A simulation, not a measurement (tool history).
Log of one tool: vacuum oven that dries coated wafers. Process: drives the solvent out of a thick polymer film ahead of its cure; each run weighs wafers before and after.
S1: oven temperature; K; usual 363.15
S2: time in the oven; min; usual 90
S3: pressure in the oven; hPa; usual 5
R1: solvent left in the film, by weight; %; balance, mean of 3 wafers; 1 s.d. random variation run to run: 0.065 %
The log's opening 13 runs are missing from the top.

Run 14, hour 230.7: usual settings but S3 3.7 hPa. Result: R1 4.41 %.
Run 15, hour 248.8: usual settings but S3 3.7 hPa. Result: R1 4.45 %.
Run 16, hour 274: usual settings but S3 6.41 hPa. Result: R1 4.87 %.
Run 17, hour 290.8: usual settings. Result: R1 4.8 %.
Run 18, hour 303.4: usual settings but S3 3.14 hPa. Result: R1 4.56 %.
Run 19, hour 317: usual settings but S3 3.14 hPa. Result: R1 4.59 %.
Run 20, hour 331.2: usual settings but S1 370.15 K, S2 110 min, S3 6.19 hPa. Result: R1 2.15 %.
Run 21, hour 342.1: usual settings but S1 364.15 K, S3 8.69 hPa. Result: R1 4.79 %.
Run 22, hour 365.4: usual settings but S1 364.15 K, S3 8.69 hPa. Result: R1 4.83 %.
Run 23, hour 390: usual settings but S1 369.15 K, S2 71 min, S3 8.69 hPa. Result: R1 4.18 %.
Run 24, hour 400.8: usual settings but S1 369.15 K, S2 71 min, S3 8.69 hPa. Result: R1 4.23 %.
Run 25, hour 422.7: usual settings but S1 369.15 K, S2 71 min, S3 8.69 hPa. Result: R1 4.14 %.
Run 26, hour 434.5: usual settings but S1 369.15 K, S2 71 min, S3 8.69 hPa. Result: R1 4.17 %.
Run 27, hour 453.5: usual settings but S1 357.15 K, S2 54 min, S3 18.85 hPa. Result: R1 10.28 %.
Run 28, hour 477.9: usual settings but S1 377.15 K, S2 54 min, S3 9.57 hPa. Result: R1 2.9 %.
Run 29, hour 500.7: usual settings but S1 377.15 K, S2 54 min, S3 9.57 hPa. Result: R1 2.91 %.
Run 30, hour 523.2: usual settings but S1 352.15 K, S2 67 min, S3 9.57 hPa. Result: R1 10.32 %.
Run 31, hour 542.2: usual settings but S1 348.15 K, S3 4.1 hPa. Result: R1 9.97 %.
Run 32, hour 559.6: usual settings but S1 348.15 K, S2 48 min, S3 4.1 hPa. Result: R1 11.71 %.
Run 33, hour 578: usual settings but S1 348.15 K, S2 48 min, S3 4.1 hPa. Result: R1 11.85 %.
Run 34, hour 592.6: usual settings but S1 348.15 K, S2 48 min, S3 4.1 hPa. Result: R1 11.85 %.
Run 35, hour 604.2: usual settings but S1 369.15 K, S2 50 min, S3 8.94 hPa. Result: R1 5.78 %.
Run 36, hour 625.5: usual settings but S1 369.15 K, S2 50 min, S3 8.94 hPa. Result: R1 5.95 %.

Branching from run 36: 5 alternative next runs. What would each branch give?
Run A, hour 641.4: usual settings but S1 369.15 K, S2 106 min, S3 16.4 hPa. Result: R1 ?.
Run B, hour 641.4: usual settings but S1 373.15 K, S2 47 min, S3 4.81 hPa. Result: R1 ?.
Run C, hour 641.4: usual settings but S1 372.15 K, S2 126 min, S3 4.85 hPa. Result: R1 ?.
Run D, hour 641.4: usual settings but S2 136 min. Result: R1 ?.
Run E, hour 641.4: usual settings but S3 2.98 hPa. Result: R1 ?.

run    R1
  A  3.68
  B  4.43
  C  1.43
  D  3.37
  E  4.75
What these runs would have given with no unlogged condition in the tool:
run    R1
  A  2.95
  B  3.74
  C  0.86
  D  2.51
  E   3.9
